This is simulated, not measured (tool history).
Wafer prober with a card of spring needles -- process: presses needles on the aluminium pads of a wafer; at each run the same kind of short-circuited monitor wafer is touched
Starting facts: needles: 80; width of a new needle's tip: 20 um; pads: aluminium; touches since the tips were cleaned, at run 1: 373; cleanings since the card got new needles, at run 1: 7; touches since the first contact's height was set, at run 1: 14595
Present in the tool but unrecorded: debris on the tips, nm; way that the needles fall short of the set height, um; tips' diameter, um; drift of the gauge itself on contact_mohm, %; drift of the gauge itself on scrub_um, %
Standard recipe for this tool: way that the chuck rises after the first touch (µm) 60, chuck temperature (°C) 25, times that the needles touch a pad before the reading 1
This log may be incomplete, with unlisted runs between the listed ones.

run   hour  way that the chuck rises after the first touch (µm)  chuck temperature (°C)  times that the needles touch a pad before the reading  touches since the tips were cleaned  cleanings since the card got new needles  touches since the first contact's height was set  resistance of one needle with its contact and lead (mohm)  way that a needle slides on the pad (µm)
  1    0.0                                                   60                      25                                                      1                                  373                                         7                                             14595                                                        333                                     14.72
       3.1  -- tips cleaned on abrasive film
       7.0  -- tips cleaned on abrasive film
  2    7.0                                                   60                      25                                                      1                                   49                                         9                                             18334                                                        307                                     14.91
      11.1  -- tips cleaned on abrasive film
      15.1  -- tips cleaned on abrasive film
      18.8  -- tips cleaned on abrasive film
  3   21.5                                                   60                      25                                                      1                                 1439                                        12                                             26040                                                        433                                     14.83
      22.3  -- tips cleaned on abrasive film
      25.7  -- tips cleaned on abrasive film
      29.9  -- tips cleaned on abrasive film
  4   31.2                                                   60                      25                                                      1                                  744                                        15                                             31204                                                        379                                     14.71
      33.8  -- tips cleaned on abrasive film
      37.6  -- tips cleaned on abrasive film
  5   40.7                                                   68                      25                                                      1                                 1740                                        17                                             36292                                                        422                                     16.74
      41.7  -- tips cleaned on abrasive film
      45.4  -- tips cleaned on abrasive film
      48.0  -- tips cleaned on abrasive film, once more
      51.4  -- tips cleaned on abrasive film
  6   53.6                                                   60                      27                                                      1                                 1250                                        21                                             43123                                                        434                                     14.72
      55.4  -- tips cleaned on abrasive film
      59.4  -- tips cleaned on abrasive film
      62.8  -- tips cleaned on abrasive film
  7   64.5                                                   60                      27                                                      1                                  939                                        24                                             48875                                                        405                                     14.58
      66.2  -- tips cleaned on abrasive film
      70.0  -- tips cleaned on abrasive film
      74.0  -- tips cleaned on abrasive film
  8   75.8                                                   60                      27                                                      1                                  975                                        27                                             54875                                                        421                                     14.40
      77.5  -- tips cleaned on abrasive film
      81.4  -- tips cleaned on abrasive film
      85.3  -- tips cleaned on abrasive film
      89.5  -- tips cleaned on abrasive film
  9   90.2                                                   60                      27                                                      1                                  398                                        31                                             62527                                                        339                                     14.50
      93.5  -- tips cleaned on abrasive film
      97.5  -- tips cleaned on abrasive film
     101.5  -- tips cleaned on abrasive film
 10  103.5                                                   60                      25                                                      1                                 1104                                        34                                             69651                                                        423                                     13.98
     105.7  -- tips cleaned on abrasive film
     109.7  -- tips cleaned on abrasive film
 11  109.7                                                   60                      25                                                      2                                    0                                        36                                             72928                                                        287                                     14.29
     113.1  -- tips cleaned on abrasive film
     117.3  -- tips cleaned on abrasive film
     121.3  -- tips cleaned on abrasive film
 12  123.7                                                   60                      25                                                      2                                 1344                                        39                                             80396                                                        387                                     14.17
     124.7  -- tips cleaned on abrasive film
     128.8  -- tips cleaned on abrasive film
     132.6  -- tips cleaned on abrasive film
 13  134.1                                                   70                      55                                                      2                                  786                                        42                                             85896                                                        326                                     16.88

Predict the results of run 14:
     136.6  -- tips cleaned on abrasive film
     140.8  -- tips cleaned on abrasive film
     144.8  -- tips cleaned on abrasive film
     148.2  -- tips cleaned on abrasive film
 14  148.7                                                   60                      50                                                      2                                  322                                        46                                             93680                                                          ?                                         ?

resistance of one needle with its contact and lead (mohm): 316
way that a needle slides on the pad (µm): 14.03
Take away the tool's hidden state, keep the run-to-run variation as it was, and the same run would have given resistance of one needle with its contact and lead (mohm) 275, way that a needle slides on the pad (µm) 15.27.
